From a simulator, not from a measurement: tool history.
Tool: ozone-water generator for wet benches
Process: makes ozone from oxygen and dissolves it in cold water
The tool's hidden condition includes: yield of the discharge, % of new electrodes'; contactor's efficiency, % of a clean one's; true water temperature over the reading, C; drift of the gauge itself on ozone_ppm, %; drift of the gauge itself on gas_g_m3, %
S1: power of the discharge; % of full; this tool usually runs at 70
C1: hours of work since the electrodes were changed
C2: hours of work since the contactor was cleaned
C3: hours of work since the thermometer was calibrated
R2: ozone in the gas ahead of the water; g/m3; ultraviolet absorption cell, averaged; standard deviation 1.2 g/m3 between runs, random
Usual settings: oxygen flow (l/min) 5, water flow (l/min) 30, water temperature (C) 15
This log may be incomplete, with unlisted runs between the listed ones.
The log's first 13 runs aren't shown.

{"run": 14, "day": 55.008, "S1": 70, "oxygen flow (l/min)": 5, "water flow (l/min)": 30, "water temperature (C)": 15, "C1": 2383, "C2": 2383, "C3": 5284, "dissolved ozone (ppm)": 14.6, "R2": 207}
{"day": 55.5, "done": "water thermometer calibrated"}
{"run": 15, "day": 59.05, "S1": 70, "oxygen flow (l/min)": 5, "water flow (l/min)": 30, "water temperature (C)": 15, "C1": 2456, "C2": 2456, "C3": 64, "dissolved ozone (ppm)": 14.6, "R2": 207.2}
{"run": 16, "day": 64.054, "S1": 70, "oxygen flow (l/min)": 5, "water flow (l/min)": 30, "water temperature (C)": 15, "C1": 2547, "C2": 2547, "C3": 155, "dissolved ozone (ppm)": 14.4, "R2": 209.4}
{"run": 17, "day": 68.192, "S1": 70, "oxygen flow (l/min)": 5, "water flow (l/min)": 30, "water temperature (C)": 15, "C1": 2622, "C2": 2622, "C3": 230, "dissolved ozone (ppm)": 14.6, "R2": 207.9}
{"run": 18, "day": 71.592, "S1": 70, "oxygen flow (l/min)": 2.99, "water flow (l/min)": 29, "water temperature (C)": 15, "C1": 2683, "C2": 2683, "C3": 291, "dissolved ozone (ppm)": 14.7, "R2": 292}
{"run": 19, "day": 74.108, "S1": 70, "oxygen flow (l/min)": 2.99, "water flow (l/min)": 29, "water temperature (C)": 15, "C1": 2729, "C2": 2729, "C3": 337, "dissolved ozone (ppm)": 14.5, "R2": 293.6}
{"run": 20, "day": 77.871, "S1": 54, "oxygen flow (l/min)": 4.82, "water flow (l/min)": 43, "water temperature (C)": 15, "C1": 2797, "C2": 2797, "C3": 405, "dissolved ozone (ppm)": 8.6, "R2": 181.8}
{"run": 21, "day": 81.996, "S1": 54, "oxygen flow (l/min)": 4.82, "water flow (l/min)": 43, "water temperature (C)": 15, "C1": 2872, "C2": 2872, "C3": 480, "dissolved ozone (ppm)": 8.4, "R2": 182.1}
{"run": 22, "day": 85.479, "S1": 55, "oxygen flow (l/min)": 4.82, "water flow (l/min)": 29, "water temperature (C)": 8, "C1": 2935, "C2": 2935, "C3": 543, "dissolved ozone (ppm)": 13.9, "R2": 186.3}
{"run": 23, "day": 89.408, "S1": 70, "oxygen flow (l/min)": 8.18, "water flow (l/min)": 30, "water temperature (C)": 10, "C1": 3006, "C2": 3006, "C3": 614, "dissolved ozone (ppm)": 15.4, "R2": 149.5}
{"run": 24, "day": 92.638, "S1": 70, "oxygen flow (l/min)": 8.18, "water flow (l/min)": 30, "water temperature (C)": 10, "C1": 3064, "C2": 3064, "C3": 673, "dissolved ozone (ppm)": 14.9, "R2": 149.4}
{"run": 25, "day": 94.921, "S1": 93, "oxygen flow (l/min)": 8.18, "water flow (l/min)": 31, "water temperature (C)": 10, "C1": 3106, "C2": 3106, "C3": 714, "dissolved ozone (ppm)": 17.7, "R2": 180.1}
{"run": 26, "day": 100.167, "S1": 70, "oxygen flow (l/min)": 3.68, "water flow (l/min)": 29, "water temperature (C)": 15, "C1": 3201, "C2": 3201, "C3": 809, "dissolved ozone (ppm)": 14.8, "R2": 253.8}
{"run": 27, "day": 105.675, "S1": 70, "oxygen flow (l/min)": 5, "water flow (l/min)": 37, "water temperature (C)": 20, "C1": 3301, "C2": 3301, "C3": 909, "dissolved ozone (ppm)": 11.4, "R2": 208.9}
{"run": 28, "day": 110.0, "S1": 70, "oxygen flow (l/min)": 5, "water flow (l/min)": 37, "water temperature (C)": 20, "C1": 3379, "C2": 3379, "C3": 987, "dissolved ozone (ppm)": 11.4, "R2": 207.9}
{"run": 29, "day": 115.312, "S1": 99, "oxygen flow (l/min)": 5, "water flow (l/min)": 30, "water temperature (C)": 16, "C1": 3475, "C2": 3475, "C3": 1084, "dissolved ozone (ppm)": 17.7, "R2": 255.3}
{"run": 30, "day": 117.646, "S1": 77, "oxygen flow (l/min)": 6.53, "water flow (l/min)": 36, "water temperature (C)": 11, "C1": 3517, "C2": 3517, "C3": 1126, "dissolved ozone (ppm)": 13.4, "R2": 183.9}
{"run": 31, "day": 120.679, "S1": 44, "oxygen flow (l/min)": 8.25, "water flow (l/min)": 35, "water temperature (C)": 8, "C1": 3572, "C2": 3572, "C3": 1181, "dissolved ozone (ppm)": 10.3, "R2": 113.4}
{"run": 32, "day": 124.45, "S1": 44, "oxygen flow (l/min)": 8.25, "water flow (l/min)": 18, "water temperature (C)": 8, "C1": 3641, "C2": 3641, "C3": 1249, "dissolved ozone (ppm)": 18.1, "R2": 112.7}
{"run": 33, "day": 127.783, "S1": 83, "oxygen flow (l/min)": 5.49, "water flow (l/min)": 23, "water temperature (C)": 8, "C1": 3701, "C2": 3701, "C3": 1309, "dissolved ozone (ppm)": 22.5, "R2": 215.2}

Predict each of these 4 candidate next runs independently; none follows another, all start after run 33:
{"run": "A", "day": 130.554, "S1": 83, "oxygen flow (l/min)": 2.57, "water flow (l/min)": 44, "water temperature (C)": 9, "C1": 3751, "C2": 3751, "C3": 1360, "dissolved ozone (ppm)": "?", "R2": "?"}
{"run": "B", "day": 130.554, "S1": 83, "oxygen flow (l/min)": 5.9, "water flow (l/min)": 23, "water temperature (C)": 8, "C1": 3751, "C2": 3751, "C3": 1360, "dissolved ozone (ppm)": "?", "R2": "?"}
{"run": "C", "day": 130.554, "S1": 56, "oxygen flow (l/min)": 5.49, "water flow (l/min)": 23, "water temperature (C)": 15, "C1": 3751, "C2": 3751, "C3": 1360, "dissolved ozone (ppm)": "?", "R2": "?"}
{"run": "D", "day": 130.554, "S1": 62, "oxygen flow (l/min)": 4.39, "water flow (l/min)": 23, "water temperature (C)": 11, "C1": 3751, "C2": 3751, "C3": 1360, "dissolved ozone (ppm)": "?", "R2": "?"}

run=A dissolved_ozone_(ppm)=10 R2=357.8
run=B dissolved_ozone_(ppm)=22.4 R2=206.8
run=C dissolved_ozone_(ppm)=16.2 R2=171.1
run=D dissolved_ozone_(ppm)=17.9 R2=209.7
The same runs, with their run-to-run variation unchanged, on a tool lacking any hidden condition would have given:
run=A dissolved_ozone_(ppm)=10 R2=357.9
run=B dissolved_ozone_(ppm)=22.4 R2=206.9
run=C dissolved_ozone_(ppm)=16.2 R2=171.2
run=D dissolved_ozone_(ppm)=17.9 R2=209.8

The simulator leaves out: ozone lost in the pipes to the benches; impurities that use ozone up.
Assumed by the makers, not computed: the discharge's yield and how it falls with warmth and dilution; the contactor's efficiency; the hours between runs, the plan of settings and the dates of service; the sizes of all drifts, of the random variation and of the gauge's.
